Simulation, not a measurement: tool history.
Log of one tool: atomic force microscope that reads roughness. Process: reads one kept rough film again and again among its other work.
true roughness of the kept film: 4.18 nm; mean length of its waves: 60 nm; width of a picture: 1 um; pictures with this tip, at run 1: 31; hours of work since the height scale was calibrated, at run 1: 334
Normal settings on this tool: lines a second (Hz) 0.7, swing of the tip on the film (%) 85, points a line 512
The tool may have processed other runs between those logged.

run      day  lines a second (Hz)  swing of the tip on the film (%)  points a line  pictures with this tip  hours of work since the height scale was calibrated  roughness of the kept film (nm (root mean square))
  1        0                  0.7                                85            512                      31                                                  334                                               3.802
       2.271  -- new tip fitted
  2      2.4                  0.7                                85            512                       4                                                  368                                               3.905
       5.212  -- new tip fitted
  3    5.392                  0.7                                85            512                       7                                                  410                                               3.879
       8.288  -- new tip fitted
  4    8.412                 3.07                                85            512                       5                                                  452                                                 3.6
  5   10.654                 3.07                                85            512                      88                                                  483                                               3.371
       11.25  -- new tip fitted
  6   12.483                  0.7                                85            408                      46                                                  509                                               3.733
      14.179  -- new tip fitted
  7   14.942                  0.7                                85            408                      28                                                  543                                               3.837
  8   16.733                  0.7                                85            408                      95                                                  568                                               3.585
      17.242  -- new tip fitted
  9   19.725                  0.7                                78            512                      92                                                  610                                               3.615
      20.267  -- new tip fitted
 10   21.771                  0.7                                78            512                      56                                                  638                                               3.726
      23.225  -- new tip fitted
 11   24.967                  0.7                                85            512                      65                                                  683                                               3.697
      26.183  -- new tip fitted
 12   27.738                0.993                                85            512                      58                                                  722                                               3.667
      29.354  -- new tip fitted
 13   30.804                  0.7                                85            512                      54                                                  764                                               3.741
      32.308  -- new tip fitted
 14   33.842                  0.7                                85            512                      57                                                  807                                               3.703
       35.25  -- new tip fitted
 15   36.558                  0.7                                85            512                      49                                                  845                                               3.705
 16   38.117                  0.7                                85            512                     107                                                  867                                               3.515
      38.417  -- new tip fitted
 17   40.525                  0.7                                85            512                      78                                                  900                                               3.628
      41.592  -- new tip fitted
 18   42.746                  0.7                                85            512                      43                                                  931                                               3.745
      44.654  -- new tip fitted
 19   45.708                  0.7                                85            284                      39                                                  972                                               3.713
      47.575  -- new tip fitted
 20   47.575                  0.7                                85            512                       0                                                  998                                               3.893
 21   49.904                  0.7                                85            512                      87                                                 1031                                               3.591
      50.488  -- new tip fitted
 22   53.058                  0.7                                85            512                      95                                                 1075                                               3.522
      53.529  -- new tip fitted
 23   54.971                  0.7                                73            512                      54                                                 1102                                               3.697
      56.646  -- new tip fitted
 24    57.95                  0.7                                73            512                      49                                                 1143                                               3.778
      59.675  -- new tip fitted
 25   60.146                  0.7                                85            512                      18                                                 1174                                               3.806
 26    62.05                  0.7                                60            297                      89                                                 1201                                               3.616
      62.717  -- new tip fitted
 27   64.812                  0.7                                60            283                      78                                                 1239                                               3.696
        65.8  -- new tip fitted
 28   67.829                1.234                                85            672                      75                                                 1281                                                3.53
      68.033  -- height scale calibrated on a step standard
      68.812  -- new tip fitted
 29   70.271                  0.7                                75            512                      54                                                   31                                               3.751
        71.8  -- new tip fitted
 30   72.267                3.083                                86            546                      17                                                   59                                               3.486
 31   73.808                1.579                                79            512                      75                                                   81                                                3.55
      74.883  -- new tip fitted
 32   75.962                2.178                                78            786                      40                                                  111                                               3.646
 33   77.358                0.589                                71            742                      92                                                  130                                               3.606
      77.817  -- new tip fitted
 34     79.8                0.589                                71            742                      74                                                  164                                               3.665
      80.933  -- new tip fitted
 35   82.808                0.589                                62            872                      69                                                  206                                                3.72
      83.971  -- new tip fitted
 36     85.5                0.589                                62            872                      57                                                  244                                                3.72
      85.779  -- height scale calibrated on a step standard, once more
      87.054  -- new tip fitted
 37   88.683                0.589                                62            872                      61                                                   41                                               3.862
      90.088  -- new tip fitted
 38   90.512                0.589                                62            872                      16                                                   66                                               3.941
      93.067  -- new tip fitted
 39   93.175                0.589                                62            872                       4                                                  103                                               3.983
 40   94.871                2.321                                66            892                      67                                                  127                                               3.681
      96.071  -- new tip fitted
 41   96.792                  0.7                                85            311                      27                                                  154                                               3.837
 42     98.9                  0.7                                85            311                     105                                                  183                                                3.57
      99.171  -- new tip fitted
 43  100.908                  0.7                                72            538                      65                                                  211                                               3.752
     102.075  -- new tip fitted
 44  102.279                3.467                                61            789                       7                                                  230                                               3.856
     105.008  -- new tip fitted
 45  105.162                1.747                                77            297                       6                                                  270                                               3.868
 46  107.542                1.747                                77            297                      94                                                  304                                               3.547
     108.012  -- new tip fitted
 47  109.183                1.747                                72            297                      44                                                  327                                               3.745
     110.925  -- new tip fitted
 48  110.971                1.747                                72            297                       1                                                  351                                               3.894
 49  112.617                1.747                                72            297                      63                                                  375                                               3.685
     113.946  -- new tip fitted
 50  114.679                1.175                                65            914                      28                                                  403                                                3.88

Here are 4 independent what-if runs from the current tool condition. What would each one return?
  A  116.225                0.846                                65            313                      85                                                  425                                                   ?
  B  116.225                1.175                                62            914                      85                                                  425                                                   ?
  C  116.225                0.511                                85            815                      85                                                  425                                                   ?
  D  116.225                0.979                                66            458                      85                                                  425                                                   ?

run  roughness of the kept film (nm (root mean square))
  A                                               3.668
  B                                               3.673
  C                                               3.668
  D                                               3.687
Without the tool's hidden state the same runs would have given:
run  roughness of the kept film (nm (root mean square))
  A                                               3.982
  B                                               3.988
  C                                               3.982
  D                                               4.003
